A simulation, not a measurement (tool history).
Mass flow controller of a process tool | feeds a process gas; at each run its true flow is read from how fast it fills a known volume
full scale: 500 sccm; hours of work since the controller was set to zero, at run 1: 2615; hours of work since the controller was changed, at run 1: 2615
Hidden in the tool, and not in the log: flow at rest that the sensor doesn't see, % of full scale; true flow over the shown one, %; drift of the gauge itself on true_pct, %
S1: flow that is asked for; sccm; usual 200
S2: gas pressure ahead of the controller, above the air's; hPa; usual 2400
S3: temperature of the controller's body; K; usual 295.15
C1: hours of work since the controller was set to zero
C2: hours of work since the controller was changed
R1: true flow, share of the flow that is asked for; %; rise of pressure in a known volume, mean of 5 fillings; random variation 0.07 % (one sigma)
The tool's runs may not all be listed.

run,hour,S1,S2,S3,C1,C2,R1
1,0,200,2400,295.15,2615,2615,100.02
2,190.5,200,2400,295.15,2683,2683,99.94
3,349.9,200,2400,295.15,2741,2741,100.01
4,621.3,200,2400,297.15,2838,2838,100.05
5,908.3,200,2400,297.15,2942,2942,100.08
6,1041.1,200,2400,297.15,2990,2990,100.08
7,1280.4,200,2400,297.15,3076,3076,100.14
8,1568.4,200,2400,297.15,3180,3180,100.01
9,1811.8,200,2400,297.15,3267,3267,100.11
10,2044.2,200,2400,297.15,3351,3351,100.27
11,2335.2,200,2400,297.15,3456,3456,100.36
12,2498.9,200,2530,295.15,3515,3515,100.55
13,2625.6,54,2530,295.15,3561,3561,104.21
14,2899.4,54,2530,295.15,3659,3659,104.38
15,3092,54,2530,295.15,3729,3729,104.62
16,3264.1,54,2530,295.15,3791,3791,104.54
17,3392,200,2400,307.15,3837,3837,100.1
18,3670,88,2400,295.15,3937,3937,102.39
19,3847.5,88,2400,295.15,4001,4001,102.45
20,4033.4,88,2400,295.15,4068,4068,102.54
21,4186.1,88,2400,295.15,4123,4123,102.51
22,4404.2,267,1740,307.15,4201,4201,99.94
23,4676.8,267,1740,307.15,4300,4300,99.92
24,4809.9,247,2330,306.15,4348,4348,100.39
25,5060.6,295,1440,295.15,4438,4438,100.47
26,5349.7,186,2550,295.15,4542,4542,101.19
27,5471.2,186,2550,295.15,4586,4586,101.25
28,5705.6,186,2550,309.15,4670,4670,100.78
29,5914.9,304,1400,298.15,4746,4746,100.42
30,6074.7,304,1400,298.15,4803,4803,100.37
31,6301.3,305,1530,294.15,4885,4885,100.8
32,6485,138,1980,294.15,4951,4951,101.87
33,6645,138,1980,294.15,5009,5009,101.85
34,6799.8,312,2400,309.15,5065,5065,100.65
35,6955.7,446,1480,309.15,5121,5121,100.62
36,7083.2,99,2020,300.15,5167,5167,102.98
37,7282.8,99,2020,300.15,5239,5239,103
38,7530.9,200,2180,303.15,5328,5328,101.12
39,7751.3,414,2110,297.15,5407,5407,101.47
40,7949.8,414,2110,297.15,5479,5479,101.55
41,8087.4,128,2030,297.15,5529,5529,102.46
42,8244.3,400,1720,300.15,5585,5585,101.15

Forecast each of these 3 alternatives for the next run:
A,8513.8,400,2460,300.15,5682,5682,?
B,8513.8,189,2510,305.15,5682,5682,?
C,8513.8,395,1520,298.15,5682,5682,?

run,R1
A,101.58
B,101.48
C,101.01
Without the tool's hidden state the same runs would have given:
run,R1
A,99.47
B,97.84
C,98.88
